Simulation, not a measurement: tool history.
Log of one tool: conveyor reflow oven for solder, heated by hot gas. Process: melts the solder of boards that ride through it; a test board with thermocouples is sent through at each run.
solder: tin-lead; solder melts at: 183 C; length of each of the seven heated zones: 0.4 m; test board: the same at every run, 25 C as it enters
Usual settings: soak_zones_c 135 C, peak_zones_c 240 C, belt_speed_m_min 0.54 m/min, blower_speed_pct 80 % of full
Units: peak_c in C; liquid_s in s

{"run": 1, "hour": 0.0, "soak_zones_c": 135, "peak_zones_c": 240, "belt_speed_m_min": 0.54, "blower_speed_pct": 80, "peak_c": 224.3, "liquid_s": 71.4}
{"run": 2, "hour": 73.2, "soak_zones_c": 132, "peak_zones_c": 240, "belt_speed_m_min": 0.54, "blower_speed_pct": 80, "peak_c": 223.9, "liquid_s": 70.1}
{"run": 3, "hour": 140.5, "soak_zones_c": 135, "peak_zones_c": 240, "belt_speed_m_min": 0.54, "blower_speed_pct": 80, "peak_c": 224.1, "liquid_s": 71.1}
{"run": 4, "hour": 194.0, "soak_zones_c": 135, "peak_zones_c": 240, "belt_speed_m_min": 0.54, "blower_speed_pct": 80, "peak_c": 224.6, "liquid_s": 71.8}
{"run": 5, "hour": 269.7, "soak_zones_c": 135, "peak_zones_c": 240, "belt_speed_m_min": 0.54, "blower_speed_pct": 80, "peak_c": 224.6, "liquid_s": 71.5}
{"hour": 282.5, "done": "flux residue cleaned out of gas plates and filters"}
{"run": 6, "hour": 333.4, "soak_zones_c": 134, "peak_zones_c": 240, "belt_speed_m_min": 0.54, "blower_speed_pct": 80, "peak_c": 224, "liquid_s": 70.9}
{"hour": 362.0, "done": "thermocouples of zones 6 and 7 changed"}
{"run": 7, "hour": 386.3, "soak_zones_c": 135, "peak_zones_c": 240, "belt_speed_m_min": 0.472, "blower_speed_pct": 80, "peak_c": 228.4, "liquid_s": 85.9}
{"run": 8, "hour": 427.3, "soak_zones_c": 135, "peak_zones_c": 240, "belt_speed_m_min": 0.472, "blower_speed_pct": 80, "peak_c": 228.6, "liquid_s": 85.7}
{"run": 9, "hour": 479.7, "soak_zones_c": 135, "peak_zones_c": 240, "belt_speed_m_min": 0.472, "blower_speed_pct": 80, "peak_c": 228.2, "liquid_s": 86}
{"run": 10, "hour": 556.1, "soak_zones_c": 135, "peak_zones_c": 240, "belt_speed_m_min": 0.472, "blower_speed_pct": 80, "peak_c": 228.7, "liquid_s": 85.9}
{"run": 11, "hour": 621.9, "soak_zones_c": 135, "peak_zones_c": 240, "belt_speed_m_min": 0.472, "blower_speed_pct": 80, "peak_c": 228.6, "liquid_s": 86.2}
{"hour": 701.9, "done": "belt drive overhauled, speed set with a stopwatch"}
{"run": 12, "hour": 717.3, "soak_zones_c": 135, "peak_zones_c": 238, "belt_speed_m_min": 0.54, "blower_speed_pct": 80, "peak_c": 222.7, "liquid_s": 70.3}
{"run": 13, "hour": 791.3, "soak_zones_c": 135, "peak_zones_c": 238, "belt_speed_m_min": 0.54, "blower_speed_pct": 80, "peak_c": 223.1, "liquid_s": 70.1}
{"run": 14, "hour": 832.8, "soak_zones_c": 135, "peak_zones_c": 238, "belt_speed_m_min": 0.54, "blower_speed_pct": 80, "peak_c": 222.7, "liquid_s": 70.2}
{"hour": 859.0, "done": "flux residue cleaned out of gas plates and filters"}
{"run": 15, "hour": 911.5, "soak_zones_c": 127, "peak_zones_c": 240, "belt_speed_m_min": 0.54, "blower_speed_pct": 80, "peak_c": 223.1, "liquid_s": 67.8}
{"run": 16, "hour": 998.4, "soak_zones_c": 135, "peak_zones_c": 249, "belt_speed_m_min": 0.54, "blower_speed_pct": 80, "peak_c": 232.5, "liquid_s": 77}
{"run": 17, "hour": 1072.5, "soak_zones_c": 121, "peak_zones_c": 249, "belt_speed_m_min": 0.517, "blower_speed_pct": 71, "peak_c": 230.4, "liquid_s": 73.8}
{"run": 18, "hour": 1115.0, "soak_zones_c": 137, "peak_zones_c": 229, "belt_speed_m_min": 0.54, "blower_speed_pct": 80, "peak_c": 215.1, "liquid_s": 65.3}
{"run": 19, "hour": 1155.0, "soak_zones_c": 137, "peak_zones_c": 229, "belt_speed_m_min": 0.54, "blower_speed_pct": 80, "peak_c": 215.2, "liquid_s": 64.8}
{"run": 20, "hour": 1207.8, "soak_zones_c": 143, "peak_zones_c": 237, "belt_speed_m_min": 0.54, "blower_speed_pct": 57, "peak_c": 218.6, "liquid_s": 69.3}
{"run": 21, "hour": 1251.2, "soak_zones_c": 143, "peak_zones_c": 237, "belt_speed_m_min": 0.54, "blower_speed_pct": 57, "peak_c": 218.1, "liquid_s": 69.4}
{"run": 22, "hour": 1306.9, "soak_zones_c": 143, "peak_zones_c": 237, "belt_speed_m_min": 0.54, "blower_speed_pct": 57, "peak_c": 219, "liquid_s": 69.2}
{"run": 23, "hour": 1351.1, "soak_zones_c": 124, "peak_zones_c": 237, "belt_speed_m_min": 0.596, "blower_speed_pct": 57, "peak_c": 210.7, "liquid_s": 47.8}
{"run": 24, "hour": 1416.5, "soak_zones_c": 135, "peak_zones_c": 238, "belt_speed_m_min": 0.465, "blower_speed_pct": 55, "peak_c": 221.9, "liquid_s": 81}
{"hour": 1429.7, "done": "flux residue cleaned out of gas plates and filters"}
{"run": 25, "hour": 1468.1, "soak_zones_c": 149, "peak_zones_c": 250, "belt_speed_m_min": 0.571, "blower_speed_pct": 78, "peak_c": 233.4, "liquid_s": 78.7}
{"run": 26, "hour": 1519.7, "soak_zones_c": 123, "peak_zones_c": 250, "belt_speed_m_min": 0.491, "blower_speed_pct": 63, "peak_c": 231.3, "liquid_s": 79.6}
{"run": 27, "hour": 1572.0, "soak_zones_c": 147, "peak_zones_c": 250, "belt_speed_m_min": 0.468, "blower_speed_pct": 72, "peak_c": 238, "liquid_s": 97.5}
{"run": 28, "hour": 1660.5, "soak_zones_c": 147, "peak_zones_c": 232, "belt_speed_m_min": 0.525, "blower_speed_pct": 72, "peak_c": 218.9, "liquid_s": 74.2}
{"run": 29, "hour": 1724.4, "soak_zones_c": 135, "peak_zones_c": 240, "belt_speed_m_min": 0.54, "blower_speed_pct": 60, "peak_c": 220.6, "liquid_s": 67.9}
{"run": 30, "hour": 1792.5, "soak_zones_c": 135, "peak_zones_c": 240, "belt_speed_m_min": 0.54, "blower_speed_pct": 60, "peak_c": 220, "liquid_s": 67.5}

3 ways to go on from here, each from the tool as it stands after run 30. What would each give?
{"run": "A", "hour": 1838.9, "soak_zones_c": 135, "peak_zones_c": 240, "belt_speed_m_min": 0.505, "blower_speed_pct": 80, "peak_c": "?", "liquid_s": "?"}
{"run": "B", "hour": 1838.9, "soak_zones_c": 148, "peak_zones_c": 240, "belt_speed_m_min": 0.5, "blower_speed_pct": 60, "peak_c": "?", "liquid_s": "?"}
{"run": "C", "hour": 1838.9, "soak_zones_c": 135, "peak_zones_c": 240, "belt_speed_m_min": 0.54, "blower_speed_pct": 77, "peak_c": "?", "liquid_s": "?"}

run=A peak_c=226.6 liquid_s=78.7
run=B peak_c=225 liquid_s=83.5
run=C peak_c=224 liquid_s=70.9
Without the tool's hidden state the same runs would have given:
run=A peak_c=226.7 liquid_s=78.7
run=B peak_c=225 liquid_s=83.5
run=C peak_c=224 liquid_s=70.9
